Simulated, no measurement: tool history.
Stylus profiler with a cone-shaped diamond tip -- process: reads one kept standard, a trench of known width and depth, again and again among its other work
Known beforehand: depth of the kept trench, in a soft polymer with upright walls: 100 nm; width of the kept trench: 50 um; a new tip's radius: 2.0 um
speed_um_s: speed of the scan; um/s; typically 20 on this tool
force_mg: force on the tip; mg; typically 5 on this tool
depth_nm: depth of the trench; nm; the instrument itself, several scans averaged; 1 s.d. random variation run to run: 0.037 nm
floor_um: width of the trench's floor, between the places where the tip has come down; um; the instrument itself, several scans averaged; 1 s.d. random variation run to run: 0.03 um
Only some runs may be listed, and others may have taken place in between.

| run | hour | speed_um_s | force_mg | depth_nm | floor_um |
|---|---|---|---|---|---|
| 1 | 0 | 20 | 5 | 102.71 | 48.42 |
| 2 | 36.5 | 47 | 5 | 102.67 | 48.42 |
| 3 | 63.6 | 47 | 5 | 102.65 | 48.37 |
| 4 | 107.8 | 47 | 5 | 102.69 | 48.36 |
| 5 | 140.4 | 47 | 5 | 102.72 | 48.41 |
| 6 | 168.5 | 47 | 5 | 102.74 | 48.36 |
| 7 | 207.5 | 20 | 5 | 102.73 | 48.34 |
| 8 | 234.7 | 20 | 5 | 102.78 | 48.36 |
| 9 | 280.5 | 14 | 5 | 102.7 | 48.34 |
| 10 | 306.6 | 23 | 5 | 102.74 | 48.34 |
| 11 | 342.6 | 23 | 5 | 102.75 | 48.33 |
| 12 | 381.3 | 23 | 5 | 102.81 | 48.32 |
| 13 | 420.7 | 23 | 5 | 102.87 | 48.29 |
| 14 | 449 | 20 | 5 | 102.82 | 48.26 |
| 15 | 489.5 | 20 | 5 | 102.85 | 48.32 |
| 16 | 510.8 | 20 | 7.73 | 103.73 | 48.35 |
| 17 | 537 | 20 | 7.73 | 103.61 | 48.3 |
| 18 | 575.8 | 15 | 5 | 102.82 | 48.27 |
| 19 | 608.4 | 59 | 5 | 102.81 | 48.18 |
| 20 | 634.4 | 20 | 5 | 102.85 | 48.28 |
| 21 | 681.2 | 27 | 5 | 102.84 | 48.24 |
| 22 | 712.3 | 20 | 6.21 | 103.24 | 48.26 |
| 23 | 744.7 | 6 | 10.1 | 104.41 | 48.23 |
| 24 | 765.1 | 21 | 9.9 | 104.35 | 48.17 |
| 25 | 799.7 | 17 | 3.1 | 102.22 | 48.17 |
| 26 | 828.4 | 17 | 3.1 | 102.22 | 48.22 |
| 27 | 857.2 | 17 | 3.1 | 102.26 | 48.24 |
| 28 | 902.3 | 23 | 10.99 | 104.68 | 48.2 |
| 29 | 934.4 | 23 | 10.99 | 104.67 | 48.14 |
| 30 | 960.3 | 23 | 10.99 | 104.67 | 48.17 |
| 31 | 983.5 | 30 | 7.6 | 103.81 | 48.2 |
| 32 | 1030.4 | 6 | 2.22 | 101.89 | 48.14 |
| 33 | 1065.7 | 42 | 5 | 103.01 | 48.05 |
|  | 1082.2 | height scale calibrated on a step standard |
| 34 | 1092.7 | 24 | 3.85 | 102.09 | 48.13 |
| 35 | 1121.5 | 8 | 5.04 | 102.51 | 48.11 |
| 36 | 1144.4 | 6 | 12.27 | 104.55 | 48.15 |
| 37 | 1180.8 | 67 | 1.8 | 101.28 | 47.91 |
| 38 | 1214.2 | 5 | 1.75 | 101.3 | 48.06 |
| 39 | 1258.8 | 47 | 8.43 | 103.54 | 48.04 |
| 40 | 1287.7 | 20 | 3.73 | 102.1 | 48.12 |
| 41 | 1323.3 | 20 | 5.6 | 102.75 | 48.09 |
| 42 | 1349.1 | 20 | 5.6 | 102.79 | 48.02 |
| 43 | 1372.6 | 61 | 1.83 | 101.37 | 47.88 |
| 44 | 1401.9 | 7 | 2.19 | 101.56 | 48.07 |

Subtracting, for every run, the result it would have given without the tool's unlogged condition from the measured result gives the following. The same run-to-run variation enters both numbers; the gauge's scatter may not:
Unlogged tool condition in this case: radius of the tip, um; height scale over the true one, %; drift of the gauge itself on depth_nm, %; drift of the gauge itself on floor_um, %.
| run | depth_nm | floor_um |
|---|---|---|
| 1 | +0.18 | -0.27 |
| 2 | +0.19 | -0.29 |
| 3 | +0.19 | -0.29 |
| 4 | +0.21 | -0.31 |
| 5 | +0.21 | -0.32 |
| 6 | +0.22 | -0.33 |
| 7 | +0.24 | -0.35 |
| 8 | +0.24 | -0.35 |
| 9 | +0.26 | -0.37 |
| 10 | +0.26 | -0.38 |
| 11 | +0.27 | -0.39 |
| 12 | +0.28 | -0.4 |
| 13 | +0.29 | -0.41 |
| 14 | +0.3 | -0.42 |
| 15 | +0.31 | -0.43 |
| 16 | +0.32 | -0.44 |
| 17 | +0.33 | -0.44 |
| 18 | +0.34 | -0.46 |
| 19 | +0.34 | -0.47 |
| 20 | +0.35 | -0.47 |
| 21 | +0.36 | -0.48 |
| 22 | +0.38 | -0.5 |
| 23 | +0.39 | -0.5 |
| 24 | +0.39 | -0.51 |
| 25 | +0.4 | -0.53 |
| 26 | +0.4 | -0.53 |
| 27 | +0.41 | -0.54 |
| 28 | +0.44 | -0.55 |
| 29 | +0.44 | -0.57 |
| 30 | +0.45 | -0.57 |
| 31 | +0.46 | -0.57 |
| 32 | +0.46 | -0.59 |
| 33 | +0.47 | -0.6 |
| 34 | -0.01 | -0.6 |
| 35 | +0 | -0.62 |
| 36 | +0.01 | -0.62 |
| 37 | +0.01 | -0.63 |
| 38 | +0.03 | -0.64 |
| 39 | +0.03 | -0.66 |
| 40 | +0.05 | -0.66 |
| 41 | +0.05 | -0.68 |
| 42 | +0.06 | -0.68 |
| 43 | +0.06 | -0.69 |
| 44 | +0.08 | -0.69 |
